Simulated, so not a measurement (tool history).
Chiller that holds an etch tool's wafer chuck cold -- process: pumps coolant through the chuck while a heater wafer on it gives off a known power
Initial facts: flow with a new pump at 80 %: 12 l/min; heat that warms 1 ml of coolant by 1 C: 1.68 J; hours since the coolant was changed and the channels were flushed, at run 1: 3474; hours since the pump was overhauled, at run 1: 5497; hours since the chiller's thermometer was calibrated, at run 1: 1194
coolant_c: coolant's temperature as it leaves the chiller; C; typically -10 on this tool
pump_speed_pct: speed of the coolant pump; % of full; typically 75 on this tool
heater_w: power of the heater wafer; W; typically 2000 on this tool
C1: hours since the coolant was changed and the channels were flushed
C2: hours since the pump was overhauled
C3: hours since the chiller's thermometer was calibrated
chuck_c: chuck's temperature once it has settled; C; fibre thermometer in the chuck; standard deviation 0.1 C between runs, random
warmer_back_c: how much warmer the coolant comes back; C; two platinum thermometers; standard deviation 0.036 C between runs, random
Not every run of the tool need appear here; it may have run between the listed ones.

Run 1, hour 0.0: usual settings; C1 3474; C2 5497; C3 1194. Result: chuck_c 16.8 C, warmer_back_c 6.36 C.
Run 2, hour 137.6: usual settings but heater_w 2863 W; C1 3611; C2 5635; C3 1331. Result: chuck_c 28.6 C, warmer_back_c 9.15 C.
Run 3, hour 270.1: usual settings but coolant_c -3 C; C1 3744; C2 5767; C3 1464. Result: chuck_c 23.9 C, warmer_back_c 6.39 C.
Run 4, hour 389.5: usual settings but coolant_c -3 C; C1 3863; C2 5886; C3 1583. Result: chuck_c 23.9 C, warmer_back_c 6.44 C.
Run 5, hour 464.5: usual settings but coolant_c -3 C; C1 3938; C2 5962; C3 1658. Result: chuck_c 23.9 C, warmer_back_c 6.43 C.
Run 6, hour 550.6: usual settings but coolant_c -3 C; C1 4024; C2 6048; C3 1744. Result: chuck_c 23.8 C, warmer_back_c 6.47 C.
Run 7, hour 658.7: usual settings; C1 4132; C2 6156; C3 1852. Result: chuck_c 16.9 C, warmer_back_c 6.41 C.
Run 8, hour 792.8: usual settings; C1 4266; C2 6290; C3 1986. Result: chuck_c 16.8 C, warmer_back_c 6.50 C.
Run 9, hour 895.6: usual settings; C1 4369; C2 6393; C3 2089. Result: chuck_c 16.8 C, warmer_back_c 6.42 C.
Run 10, hour 1017.9: usual settings; C1 4491; C2 6515; C3 2211. Result: chuck_c 16.9 C, warmer_back_c 6.47 C.
Run 11, hour 1082.3: usual settings; C1 4556; C2 6579; C3 2276. Result: chuck_c 16.9 C, warmer_back_c 6.54 C.
Run 12, hour 1168.7: usual settings but pump_speed_pct 65 % of full; C1 4642; C2 6666; C3 2362. Result: chuck_c 21.1 C, warmer_back_c 7.66 C.
At hour 1207.4: coolant changed, channels flushed.
Run 13, hour 1281.6: usual settings but pump_speed_pct 68 % of full; C1 74; C2 6773; C3 2469. Result: chuck_c 19.5 C, warmer_back_c 7.27 C.
Run 14, hour 1366.0: usual settings but pump_speed_pct 72 % of full; C1 159; C2 6857; C3 2554. Result: chuck_c 17.9 C, warmer_back_c 6.74 C.
Run 15, hour 1432.5: usual settings but pump_speed_pct 72 % of full; C1 225; C2 6924; C3 2620. Result: chuck_c 17.8 C, warmer_back_c 6.84 C.
Run 16, hour 1559.1: usual settings but pump_speed_pct 72 % of full, heater_w 1319 W; C1 352; C2 7050; C3 2747. Result: chuck_c 8.3 C, warmer_back_c 4.58 C.
Run 17, hour 1641.7: usual settings but coolant_c -9 C; C1 434; C2 7133; C3 2829. Result: chuck_c 17.9 C, warmer_back_c 6.62 C.
Run 18, hour 1728.6: usual settings but coolant_c -9 C; C1 521; C2 7220; C3 2916. Result: chuck_c 17.8 C, warmer_back_c 6.58 C.
Run 19, hour 1786.8: usual settings but coolant_c -3 C, pump_speed_pct 94 % of full, heater_w 1270 W; C1 579; C2 7278; C3 2974. Result: chuck_c 10.7 C, warmer_back_c 3.35 C.
Run 20, hour 1865.5: usual settings but coolant_c -3 C, pump_speed_pct 94 % of full, heater_w 1270 W; C1 658; C2 7357; C3 3053. Result: chuck_c 10.8 C, warmer_back_c 3.38 C.
At hour 1993.8: coolant pump overhauled.
Run 21, hour 2007.0: usual settings but coolant_c -3 C, pump_speed_pct 94 % of full, heater_w 1270 W; C1 795; C2 13; C3 3190. Result: chuck_c 10.6 C, warmer_back_c 3.34 C.
Run 22, hour 2148.5: usual settings but coolant_c -11 C, pump_speed_pct 72 % of full, heater_w 1661 W; C1 936; C2 155; C3 3331. Result: chuck_c 12.3 C, warmer_back_c 5.71 C.
Run 23, hour 2277.3: usual settings but coolant_c -16 C, pump_speed_pct 84 % of full; C1 1065; C2 284; C3 3460. Result: chuck_c 8.0 C, warmer_back_c 5.88 C.
At hour 2283.6: gauge calibrated.
Run 24, hour 2410.6: usual settings but pump_speed_pct 77 % of full; C1 1198; C2 417; C3 3593. Result: chuck_c 16.2 C, warmer_back_c 6.24 C.
Run 25, hour 2477.0: usual settings but coolant_c -9 C, pump_speed_pct 64 % of full, heater_w 1599 W; C1 1265; C2 483; C3 3660. Result: chuck_c 16.1 C, warmer_back_c 6.09 C.
Run 26, hour 2554.0: usual settings but coolant_c -17 C, pump_speed_pct 79 % of full, heater_w 2457 W; C1 1342; C2 560; C3 3737. Result: chuck_c 14.4 C, warmer_back_c 7.55 C.
Run 27, hour 2613.5: usual settings but coolant_c -17 C, pump_speed_pct 79 % of full, heater_w 2457 W; C1 1401; C2 620; C3 3796. Result: chuck_c 14.3 C, warmer_back_c 7.40 C.

A few steps of warmer_back_c between consecutive runs. Split each: what settings, incoming material and random variation would produce without the hidden state, and what is left over for the hidden state, along with gauge scatter present in only one of the two compared results (measured, and without hidden state):
What the log doesn't record here: heat passed by the chuck's channels, % of clean ones'; flow at a given pump speed, % of a new pump's; coolant's true temperature over the reading, C; drift of the gauge itself on chuck_c, C; drift of the gauge itself on warmer_back_c, C.
Run 1 -> 2: heater_w 2000 -> 2863. warmer_back_c +2.79 C: hidden state +0.02, all else +2.77.
Run 18 -> 19: coolant_c -9 -> -3, pump_speed_pct 75 -> 94, heater_w 2000 -> 1270. warmer_back_c -3.23 C: hidden state +0.00, all else -3.23.
Run 23 -> 24: coolant_c -16 -> -10, pump_speed_pct 84 -> 77, gauge calibrated. warmer_back_c +0.36 C: hidden state -0.21, all else +0.57.
